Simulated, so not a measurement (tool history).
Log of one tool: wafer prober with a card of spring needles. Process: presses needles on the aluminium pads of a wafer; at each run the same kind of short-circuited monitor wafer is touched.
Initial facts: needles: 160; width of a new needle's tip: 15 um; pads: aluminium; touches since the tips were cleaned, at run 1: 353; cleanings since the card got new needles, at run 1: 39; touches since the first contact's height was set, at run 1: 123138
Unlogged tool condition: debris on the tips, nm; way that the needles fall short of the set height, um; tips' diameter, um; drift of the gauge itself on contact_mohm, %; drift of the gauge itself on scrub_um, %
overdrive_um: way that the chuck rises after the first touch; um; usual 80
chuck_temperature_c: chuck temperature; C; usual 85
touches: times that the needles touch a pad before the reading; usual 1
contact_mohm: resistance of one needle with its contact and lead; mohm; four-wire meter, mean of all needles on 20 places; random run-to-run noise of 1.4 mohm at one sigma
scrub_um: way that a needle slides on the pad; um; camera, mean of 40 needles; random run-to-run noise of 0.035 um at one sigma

run  hour  overdrive_um  chuck_temperature_c  touches  touches since the tips were cleaned  cleanings since the card got new needles  touches since the first contact's height was set  contact_mohm  scrub_um
  1   0.0            80                   85        1                                  353                                        39                                            123138           131     12.83
      4.7  -- tips cleaned on abrasive film
  2   6.3            80                   85        1                                 1013                                        40                                            126966           136     12.86
      9.4  -- tips cleaned on abrasive film
     14.5  -- tips cleaned on abrasive film
  3  15.7            80                   85        1                                  756                                        42                                            132651           137     12.85
     18.9  -- tips cleaned on abrasive film
     23.7  -- tips cleaned on abrasive film
  4  24.3            80                   85        1                                  387                                        44                                            137883           132     12.79
     28.5  -- tips cleaned on abrasive film
  5  29.2            80                   85        1                                  422                                        45                                            140811           132     12.77
     32.9  -- tips cleaned on abrasive film
     37.6  -- tips cleaned on abrasive film
  6  37.6            80                   85        1                                   17                                        47                                            145928           123     12.84
  7  41.8            80                   85        1                                 2602                                        47                                            148513           158     12.74
     42.5  -- tips cleaned on abrasive film
     47.4  -- tips cleaned on abrasive film
  8  48.6            80                   85        1                                  741                                        49                                            152568           137     12.72
     52.1  -- tips cleaned on abrasive film
  9  53.7            97                   85        2                                  944                                        50                                            155656           128     15.56
     56.9  -- tips cleaned on abrasive film
 10  61.0            97                   85        2                                 2529                                        51                                            160149           136     15.58
     61.8  -- tips cleaned on abrasive film
     66.3  -- tips cleaned on abrasive film
 11  68.4            97                   42        2                                 1289                                        53                                            164593           123     15.53
     71.2  -- tips cleaned on abrasive film
 12  75.4            78                   78        2                                 2547                                        54                                            168820           140     12.35

Run 13 has not been measured yet. What should we expect?
     76.2  -- tips cleaned on abrasive film
     80.7  -- tips cleaned on abrasive film
 13  81.7            94                   29        1                                  590                                        56                                            172602             ?         ?

Run 13 measured contact_mohm 123 mohm, scrub_um 15.00 um.
Without the tool's hidden state the same run would have given contact_mohm 109 mohm, scrub_um 15.68 um.

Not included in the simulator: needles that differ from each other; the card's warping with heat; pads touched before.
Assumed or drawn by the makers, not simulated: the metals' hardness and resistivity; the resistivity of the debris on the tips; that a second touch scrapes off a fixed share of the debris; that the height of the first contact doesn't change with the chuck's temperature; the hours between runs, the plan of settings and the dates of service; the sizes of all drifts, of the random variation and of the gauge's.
